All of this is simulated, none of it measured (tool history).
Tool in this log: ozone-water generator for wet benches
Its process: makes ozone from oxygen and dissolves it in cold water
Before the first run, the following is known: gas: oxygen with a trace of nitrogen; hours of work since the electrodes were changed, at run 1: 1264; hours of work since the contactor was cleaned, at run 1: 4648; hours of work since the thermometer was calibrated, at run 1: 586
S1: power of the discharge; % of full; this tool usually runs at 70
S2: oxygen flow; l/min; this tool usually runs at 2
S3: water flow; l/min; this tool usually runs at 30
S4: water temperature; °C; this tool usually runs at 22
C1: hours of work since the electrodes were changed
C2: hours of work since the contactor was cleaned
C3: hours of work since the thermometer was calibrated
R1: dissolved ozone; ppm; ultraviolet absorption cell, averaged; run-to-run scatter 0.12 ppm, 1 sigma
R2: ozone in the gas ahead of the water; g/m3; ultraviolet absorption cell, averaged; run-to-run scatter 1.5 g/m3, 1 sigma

{"run": 1, "hour": 0.0, "S1": 70, "S2": 2, "S3": 30, "S4": 22, "C1": 1264, "C2": 4648, "C3": 586, "R1": 9.5, "R2": 268.7}
{"run": 2, "hour": 195.9, "S1": 70, "S2": 2, "S3": 30, "S4": 22, "C1": 1423, "C2": 4807, "C3": 744, "R1": 9.5, "R2": 270.7}
{"run": 3, "hour": 391.7, "S1": 70, "S2": 2, "S3": 30, "S4": 22, "C1": 1581, "C2": 4965, "C3": 903, "R1": 9.5, "R2": 267.1}
{"run": 4, "hour": 557.9, "S1": 54, "S2": 2, "S3": 30, "S4": 22, "C1": 1716, "C2": 5100, "C3": 1037, "R1": 7.8, "R2": 222.4}
{"hour": 623.5, "done": "contactor cleaned"}
{"run": 5, "hour": 661.5, "S1": 70, "S2": 2, "S3": 30, "S4": 19, "C1": 1797, "C2": 31, "C3": 1118, "R1": 9.4, "R2": 267.8}
{"run": 6, "hour": 818.2, "S1": 70, "S2": 2, "S3": 30, "S4": 19, "C1": 1923, "C2": 158, "C3": 1245, "R1": 9.8, "R2": 265.2}
{"run": 7, "hour": 966.3, "S1": 70, "S2": 2, "S3": 30, "S4": 22, "C1": 2043, "C2": 277, "C3": 1365, "R1": 9.6, "R2": 265}
{"run": 8, "hour": 1118.1, "S1": 70, "S2": 2, "S3": 30, "S4": 22, "C1": 2166, "C2": 400, "C3": 1487, "R1": 9.5, "R2": 266.6}
{"run": 9, "hour": 1320.4, "S1": 70, "S2": 1.08, "S3": 30, "S4": 22, "C1": 2330, "C2": 564, "C3": 1651, "R1": 7.3, "R2": 341}
{"run": 10, "hour": 1470.6, "S1": 53, "S2": 2, "S3": 30, "S4": 17, "C1": 2451, "C2": 686, "C3": 1773, "R1": 8.2, "R2": 218.5}
{"run": 11, "hour": 1584.8, "S1": 70, "S2": 2, "S3": 30, "S4": 21, "C1": 2544, "C2": 778, "C3": 1865, "R1": 9.6, "R2": 263.6}
{"run": 12, "hour": 1786.2, "S1": 54, "S2": 2, "S3": 30, "S4": 22, "C1": 2707, "C2": 941, "C3": 2028, "R1": 7.9, "R2": 218.8}
{"hour": 1800.3, "done": "water thermometer calibrated"}
{"run": 13, "hour": 1927.1, "S1": 54, "S2": 3.37, "S3": 30, "S4": 16, "C1": 2820, "C2": 1055, "C3": 103, "R1": 9.8, "R2": 175}
{"run": 14, "hour": 2122.0, "S1": 54, "S2": 1.47, "S3": 42, "S4": 16, "C1": 2978, "C2": 1213, "C3": 260, "R1": 4.6, "R2": 246.4}
{"run": 15, "hour": 2253.4, "S1": 70, "S2": 1.79, "S3": 30, "S4": 22, "C1": 3085, "C2": 1319, "C3": 367, "R1": 8.8, "R2": 272.1}
{"run": 16, "hour": 2345.4, "S1": 60, "S2": 3.3, "S3": 28, "S4": 18, "C1": 3159, "C2": 1393, "C3": 441, "R1": 10.8, "R2": 190.5}
{"run": 17, "hour": 2510.9, "S1": 70, "S2": 1.1, "S3": 47, "S4": 14, "C1": 3293, "C2": 1527, "C3": 575, "R1": 4.2, "R2": 334.1}

For each entry between runs, how does the tool's hidden state at the last listed run before it compare with that at the first listed run after it?
Run 4 -> run 5: contactor cleaned (hour 623.5)
  yield of the discharge, % of new electrodes': 96.9 -> 96.7; contactor's efficiency, % of a clean one's: 96.1 -> 99.6; true water temperature over the reading, C: 0 -> 0.01
  what was measured, less what the result would be without the hidden state, R1: -0.3 -> -0.3 ppm; R2: -5.8 -> -9 g/m3
Run 12 -> run 13: water thermometer calibrated (hour 1800.3)
  yield of the discharge, % of new electrodes': 95 -> 94.8; true water temperature over the reading, C: 0.05 -> 0.06
  what was measured, less what the result would be without the hidden state, R1: -0.4 -> -0.5 ppm; R2: -9.5 -> -7.9 g/m3
